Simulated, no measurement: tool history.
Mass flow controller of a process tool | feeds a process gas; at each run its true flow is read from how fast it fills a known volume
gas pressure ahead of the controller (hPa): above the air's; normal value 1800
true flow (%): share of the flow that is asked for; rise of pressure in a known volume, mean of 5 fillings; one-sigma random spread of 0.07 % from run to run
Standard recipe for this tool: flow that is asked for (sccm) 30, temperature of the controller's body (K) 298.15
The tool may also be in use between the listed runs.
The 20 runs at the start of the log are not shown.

run	hour	flow that is asked for (sccm)	gas pressure ahead of the controller (hPa)	temperature of the controller's body (K)	hours of work since the controller was set to zero	hours of work since the controller was changed	true flow (%)
21	5243.3	25	1800	312.15	7869	7869	101.84
22	5416.3	25	1800	312.15	7981	7981	101.79
23	5629	25	1800	312.15	8120	8120	101.84
# hour 5686.6: controller's zero set anew
24	5793.8	25	1800	312.15	70	8227	98.18
25	5980.7	39	2730	300.15	191	8348	96.72
26	6316.2	39	2730	300.15	410	8567	96.78
27	6603.5	15	1780	304.15	597	8754	97.5
28	6809.1	14	2270	310.15	731	8888	98.22
29	7144.9	37	1500	302.15	950	9107	97.42
30	7335.2	30	1800	313.15	1073	9230	98.53
31	7657.5	48	1600	313.15	1283	9440	98.88
32	7935	19	1700	299.15	1464	9621	97.2
33	8220.3	19	1700	299.15	1650	9807	97.28
34	8509.3	81	2100	312.15	1838	9995	99.19
35	8668.2	16	1700	298.15	1941	10098	97.45
36	8931.4	57	1700	312.15	2113	10270	98.81
37	9181.5	30	1440	298.15	2276	10433	97.23
38	9414.6	30	1570	305.15	2427	10584	97.95
39	9624.7	30	1570	305.15	2564	10721	97.96
40	9877.3	14	1800	313.15	2729	10886	99.77
41	10087.9	30	2570	299.15	2866	11023	96.88
42	10398.7	21	1740	298.15	3068	11225	97.54
43	10665.7	34	1440	294.15	3242	11399	96.73

Alternative continuations, all from the tool just after run 43; predict every row:
A	10938.3	15	2720	297.15	3420	11577	?
B	10938.3	27	2240	303.15	3420	11577	?
C	10938.3	44	2410	303.15	3420	11577	?
D	10938.3	34	2000	304.15	3420	11577	?
E	10938.3	30	1800	302.15	3420	11577	?

run	true flow (%)
A	97.71
B	97.72
C	97.52
D	97.87
E	97.7
Stripped of hidden state, with their random variation kept, the same runs would have yielded:
run	true flow (%)
A	97.28
B	98.62
C	99.05
D	99.11
E	98.77
